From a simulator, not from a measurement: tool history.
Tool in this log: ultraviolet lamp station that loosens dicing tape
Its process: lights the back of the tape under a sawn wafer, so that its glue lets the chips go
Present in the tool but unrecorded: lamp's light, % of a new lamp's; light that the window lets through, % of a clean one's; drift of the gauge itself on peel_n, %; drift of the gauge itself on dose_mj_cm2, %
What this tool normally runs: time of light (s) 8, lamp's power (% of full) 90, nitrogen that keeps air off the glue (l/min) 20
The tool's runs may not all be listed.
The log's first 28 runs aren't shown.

| run | hour | time of light (s) | lamp's power (% of full) | nitrogen that keeps air off the glue (l/min) | hours of work of the lamp | hours of work since the window was cleaned | force that peels the tape off (N) | light that reached the tape (mJ/cm²) |
|---|---|---|---|---|---|---|---|---|
| 29 | 1106 | 5 | 90 | 17 | 617 | 180 | 0.976 | 314 |
| 30 | 1155 | 5 | 90 | 17 | 638 | 200 | 0.943 | 316 |
| 31 | 1186.3 | 11 | 72 | 15 | 651 | 214 | 0.304 | 552 |
| 32 | 1218 | 11 | 78 | 7 | 664 | 227 | 0.5 | 604 |
| 33 | 1262.1 | 5 | 74 | 9 | 683 | 245 | 2.132 | 258 |
| 34 | 1316.3 | 11 | 90 | 20 | 705 | 268 | 0.164 | 694 |
| 35 | 1359.9 | 11 | 90 | 20 | 724 | 286 | 0.173 | 691 |
| 36 | 1399.7 | 11 | 90 | 20 | 740 | 303 | 0.17 | 689 |
| 37 | 1434.3 | 11 | 90 | 9 | 755 | 317 | 0.291 | 695 |
| 38 | 1465 | 4 | 86 | 9 | 768 | 330 | 2.333 | 242 |
| 39 | 1517 | 4 | 86 | 7 | 789 | 352 | 2.689 | 239 |
| 40 | 1540.2 | 7 | 90 | 20 | 799 | 362 | 0.419 | 436 |
|  | 1554.3 | lamp changed |
| 41 | 1578.5 | 8 | 95 | 6 | 10 | 377 | 0.763 | 527 |
| 42 | 1619.7 | 8 | 70 | 19 | 27 | 394 | 0.528 | 393 |
| 43 | 1651.8 | 8 | 70 | 19 | 41 | 408 | 0.543 | 390 |

Predict each of these 3 candidate next runs independently; none follows another, all start after run 43:
| A | 1699.4 | 7 | 70 | 19 | 61 | 428 | ? | ? |
| B | 1699.4 | 7 | 92 | 10 | 61 | 428 | ? | ? |
| C | 1699.4 | 8 | 90 | 20 | 61 | 428 | ? | ? |

| run | force that peels the tape off (N) | light that reached the tape (mJ/cm²) |
|---|---|---|
| A | 0.735 | 335 |
| B | 0.742 | 457 |
| C | 0.295 | 499 |
What these runs would have given with no unlogged condition in the tool:
| run | force that peels the tape off (N) | light that reached the tape (mJ/cm²) |
|---|---|---|
| A | 0.733 | 336 |
| B | 0.74 | 458 |
| C | 0.294 | 500 |
